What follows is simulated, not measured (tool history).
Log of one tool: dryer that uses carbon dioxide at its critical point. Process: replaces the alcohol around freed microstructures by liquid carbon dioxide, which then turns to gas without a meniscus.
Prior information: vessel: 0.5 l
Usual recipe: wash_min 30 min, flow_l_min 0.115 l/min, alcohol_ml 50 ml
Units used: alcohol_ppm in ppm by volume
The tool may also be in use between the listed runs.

run	day	wash_min	flow_l_min	alcohol_ml	alcohol_ppm
1	0.000	30	0.115	50	561
2	1.762	30	0.115	50	621
3	2.650	30	0.115	50	641
4	4.462	30	0.183	50	82
5	6.288	30	0.175	50	102
6	8.138	30	0.115	50	839
7	9.225	30	0.115	50	878
# day 9.858: inlet filter changed
8	10.583	30	0.132	22	156
9	12.517	41	0.132	85	106
10	13.517	18	0.165	32	756
11	14.975	18	0.165	32	838
12	15.988	18	0.165	32	863
13	17.738	21	0.166	50	698
14	18.979	21	0.102	27	2844

What if the next run were any one of these 5? Each begins from the tool's condition after run 14:
A	20.646	27	0.083	50	?
B	20.646	30	0.150	50	?
C	20.646	21	0.069	27	?
D	20.646	30	0.100	21	?
E	20.646	32	0.077	50	?

run	alcohol_ppm
A	4727
B	263
C	7790
D	759
E	3606
With the hidden condition removed and each run's random variation left untouched, the same runs would have given:
run	alcohol_ppm
A	3143
B	92
C	5995
D	408
E	2295
